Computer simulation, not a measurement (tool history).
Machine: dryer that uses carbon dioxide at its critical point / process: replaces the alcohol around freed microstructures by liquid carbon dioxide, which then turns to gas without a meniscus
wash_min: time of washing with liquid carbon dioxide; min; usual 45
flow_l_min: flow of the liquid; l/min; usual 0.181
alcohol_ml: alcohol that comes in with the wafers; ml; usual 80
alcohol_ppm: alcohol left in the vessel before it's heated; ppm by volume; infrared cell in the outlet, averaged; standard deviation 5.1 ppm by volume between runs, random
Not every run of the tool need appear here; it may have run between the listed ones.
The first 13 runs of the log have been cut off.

run,day,wash_min,flow_l_min,alcohol_ml,alcohol_ppm
14,5.842,45,0.181,80,214
15,6.338,45,0.181,80,219
16,6.838,45,0.181,80,215
17,7.146,45,0.181,56,192
18,7.504,45,0.181,56,184
# day 7.592: inlet filter changed
19,8.146,45,0.245,80,109
20,8.433,29,0.116,85,4773
21,8.75,62,0.138,50,143
22,9.075,64,0.115,22,158
23,9.367,37,0.278,31,118
24,9.625,45,0.192,39,137
25,10.225,38,0.192,55,214
26,10.779,43,0.192,46,152
27,11.05,43,0.192,46,162
28,11.304,37,0.152,29,343
29,11.617,30,0.201,80,563
30,12.004,30,0.201,80,558
31,12.608,30,0.201,80,558
32,12.938,42,0.228,50,140
33,13.446,42,0.228,50,137
34,14.067,58,0.163,28,138
35,14.329,49,0.163,77,223
36,14.879,49,0.109,66,844
37,15.367,45,0.181,47,178
38,15.65,61,0.156,105,156

Consider 5 possible next runs. They are alternatives, not a sequence: every one starts from the tool as it was left by run 38. What does each give?
A,16.275,45,0.229,47,?
B,16.275,43,0.181,80,?
C,16.275,27,0.256,105,?
D,16.275,66,0.156,105,?
E,16.275,64,0.138,20,?

run,alcohol_ppm
A,140
B,233
C,414
D,156
E,143
Had the tool no hidden state, the same runs would have come out as:
run,alcohol_ppm
A,8
B,96
C,257
D,21
E,9
